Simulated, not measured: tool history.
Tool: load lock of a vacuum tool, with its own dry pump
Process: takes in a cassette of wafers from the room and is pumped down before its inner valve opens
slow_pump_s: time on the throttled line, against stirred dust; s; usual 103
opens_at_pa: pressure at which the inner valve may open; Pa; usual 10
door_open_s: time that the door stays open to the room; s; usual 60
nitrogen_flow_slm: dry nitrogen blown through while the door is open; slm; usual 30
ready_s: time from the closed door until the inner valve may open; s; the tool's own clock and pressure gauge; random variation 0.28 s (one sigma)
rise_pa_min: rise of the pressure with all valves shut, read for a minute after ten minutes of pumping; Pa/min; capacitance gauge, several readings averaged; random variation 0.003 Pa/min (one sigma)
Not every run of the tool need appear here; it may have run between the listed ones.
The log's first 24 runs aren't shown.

| run | hour | slow_pump_s | opens_at_pa | door_open_s | nitrogen_flow_slm | hours that the pump has run since its overhaul | times that the door has closed on its seal | incoming humidity of the room's air, % | ready_s | rise_pa_min |
|---|---|---|---|---|---|---|---|---|---|---|
| 25 | 6416.8 | 108 | 10 | 60 | 30 | 1091 | 17127 | 41.5 | 138.8 | 0.018 |
| 26 | 6800 | 103 | 10 | 181 | 5 | 1474 | 17821 | 45 | 134.5 | 0.069 |
| 27 | 7067.3 | 195 | 10 | 45 | 26 | 1742 | 18305 | 42.6 | 216.9 | 0.014 |
| 28 | 7254.7 | 120 | 10 | 45 | 6 | 1929 | 18644 | 46.6 | 149.3 | 0.025 |
| 29 | 7517.3 | 120 | 10 | 45 | 6 | 2192 | 19120 | 45.2 | 149.3 | 0.026 |
| 30 | 7852.2 | 120 | 10 | 45 | 6 | 2527 | 19726 | 40.4 | 149.1 | 0.027 |
| 31 | 8120.9 | 120 | 10 | 45 | 6 | 2795 | 20213 | 47.9 | 149 | 0.032 |
| 32 | 8463.7 | 60 | 11 | 171 | 23 | 3138 | 20834 | 45.9 | 95.4 | 0.032 |
| 33 | 8812.3 | 104 | 11 | 85 | 9 | 3487 | 21465 | 45.2 | 135 | 0.033 |
| 34 | 9123.7 | 104 | 11 | 85 | 9 | 3798 | 22029 | 45.4 | 134.6 | 0.032 |
| 35 | 9377.8 | 102 | 14 | 40 | 11 | 4052 | 22489 | 48.6 | 131.6 | 0.024 |

Run 36 comes next. What will it give?
| 36 | 9577.6 | 149 | 10 | 180 | 30 | 4252 | 22851 | 49 | ? | ? |

Run 36 yielded ready_s 175.3 s, rise_pa_min 0.029 Pa/min.
The same run, on a tool lacking any hidden state, would have yielded ready_s 175.3 s, rise_pa_min 0.028 Pa/min.

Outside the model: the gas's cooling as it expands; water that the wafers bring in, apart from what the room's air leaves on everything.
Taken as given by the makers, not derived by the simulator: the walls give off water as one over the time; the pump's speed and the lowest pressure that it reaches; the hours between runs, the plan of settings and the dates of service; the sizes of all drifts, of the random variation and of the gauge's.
